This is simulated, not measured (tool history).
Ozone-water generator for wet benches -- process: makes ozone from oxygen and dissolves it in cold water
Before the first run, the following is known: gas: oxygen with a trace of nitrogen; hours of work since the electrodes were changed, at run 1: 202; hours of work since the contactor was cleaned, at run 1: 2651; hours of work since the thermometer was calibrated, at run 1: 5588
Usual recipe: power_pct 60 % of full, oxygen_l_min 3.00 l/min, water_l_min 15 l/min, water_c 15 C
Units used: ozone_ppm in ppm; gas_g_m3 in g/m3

run   hour  power_pct  oxygen_l_min  water_l_min  water_c  hours of work since the electrodes were changed  hours of work since the contactor was cleaned  hours of work since the thermometer was calibrated  ozone_ppm  gas_g_m3
  1    0.0         60          3.00           15       15                                              202                                           2651                                                5588       16.1     149.8
  2   34.1         60          3.00           15       15                                              230                                           2679                                                5616       16.2     151.9
  3   97.1         60          3.00           15       15                                              281                                           2731                                                5668       16.0     151.8
  4  145.7         60          3.00           15       15                                              321                                           2771                                                5708       16.3     152.7
  5  199.3         60          3.00           15       15                                              365                                           2815                                                5752       15.8     151.6
  6  229.8         60          3.00           15       15                                              390                                           2840                                                5777       15.9     150.0
  7  263.0         60          4.98           15       15                                              418                                           2867                                                5804       17.5     124.7
  8  329.5         60          4.98           15       15                                              472                                           2922                                                5859       17.6     125.1
  9  379.1         60          4.98           15       15                                              513                                           2962                                                5900       17.3     123.9
 10  407.8         60          4.98           15       15                                              536                                           2986                                                5923       17.7     124.8
 11  467.6         84          3.19           14       10                                              586                                           3035                                                5972       23.5     191.2
     480.7  -- water thermometer calibrated
 12  522.7         60          1.66           18       15                                              630                                           3080                                                  34       11.2     190.9
 13  589.0         79          1.87           22       14                                              685                                           3134                                                  89       11.4     223.3
 14  654.9         60          3.00           15       10                                              739                                           3188                                                 143       16.8     152.0

For run 15, what comes out?
 15  686.2         60          3.00           15       10                                              765                                           3214                                                 169          ?         ?

ozone_ppm: 16.9 ppm
gas_g_m3: 149.9 g/m3
The same run, on a tool lacking any hidden state, would have yielded ozone_ppm 17.5 ppm, gas_g_m3 151.3 g/m3.

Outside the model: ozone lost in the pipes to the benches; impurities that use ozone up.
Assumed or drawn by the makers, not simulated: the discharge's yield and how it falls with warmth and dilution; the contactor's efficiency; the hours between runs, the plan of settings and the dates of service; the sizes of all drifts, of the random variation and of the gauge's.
